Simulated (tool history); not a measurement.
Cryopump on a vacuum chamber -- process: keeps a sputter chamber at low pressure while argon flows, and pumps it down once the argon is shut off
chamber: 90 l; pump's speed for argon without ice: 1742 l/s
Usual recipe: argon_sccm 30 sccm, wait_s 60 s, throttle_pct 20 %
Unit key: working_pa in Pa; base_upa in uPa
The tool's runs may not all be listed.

Run 1, day 0: usual settings. Result: working_pa 0.1484 Pa, base_upa 1.77 uPa.
Run 2, day 2.458: usual settings. Result: working_pa 0.1499 Pa, base_upa 1.79 uPa.
Run 3, day 5.767: usual settings. Result: working_pa 0.1504 Pa, base_upa 1.88 uPa.
Run 4, day 8.246: usual settings. Result: working_pa 0.1497 Pa, base_upa 1.96 uPa.
Run 5, day 11.229: usual settings but throttle_pct 24 %. Result: working_pa 0.1276 Pa, base_upa 2 uPa.
Run 6, day 12.996: usual settings but argon_sccm 59 sccm, throttle_pct 24 %. Result: working_pa 0.2507 Pa, base_upa 2.08 uPa.
Run 7, day 16.05: usual settings but argon_sccm 59 sccm, throttle_pct 24 %. Result: working_pa 0.2543 Pa, base_upa 2.2 uPa.
Run 8, day 18.533: usual settings but argon_sccm 59 sccm, throttle_pct 24 %. Result: working_pa 0.2563 Pa, base_upa 2.18 uPa.
Run 9, day 20.796: usual settings but argon_sccm 13 sccm, wait_s 246 s. Result: working_pa 0.0665 Pa, base_upa 2.01 uPa.
Run 10, day 23.792: usual settings but argon_sccm 49 sccm, wait_s 93 s, throttle_pct 54 %. Result: working_pa 0.1041 Pa, base_upa 2.26 uPa.
Run 11, day 26.404: usual settings but argon_sccm 49 sccm, wait_s 93 s, throttle_pct 54 %. Result: working_pa 0.1057 Pa, base_upa 2.26 uPa.

Predict the results of run 12:
Run 12, day 28.458: usual settings but argon_sccm 59 sccm, throttle_pct 48 %. Result: working_pa ?, base_upa ?.

working_pa: 0.1424 Pa
base_upa: 2.41 uPa
Minus the tool's unlogged condition, the same run would have read working_pa 0.1192 Pa, base_upa 0.48 uPa.

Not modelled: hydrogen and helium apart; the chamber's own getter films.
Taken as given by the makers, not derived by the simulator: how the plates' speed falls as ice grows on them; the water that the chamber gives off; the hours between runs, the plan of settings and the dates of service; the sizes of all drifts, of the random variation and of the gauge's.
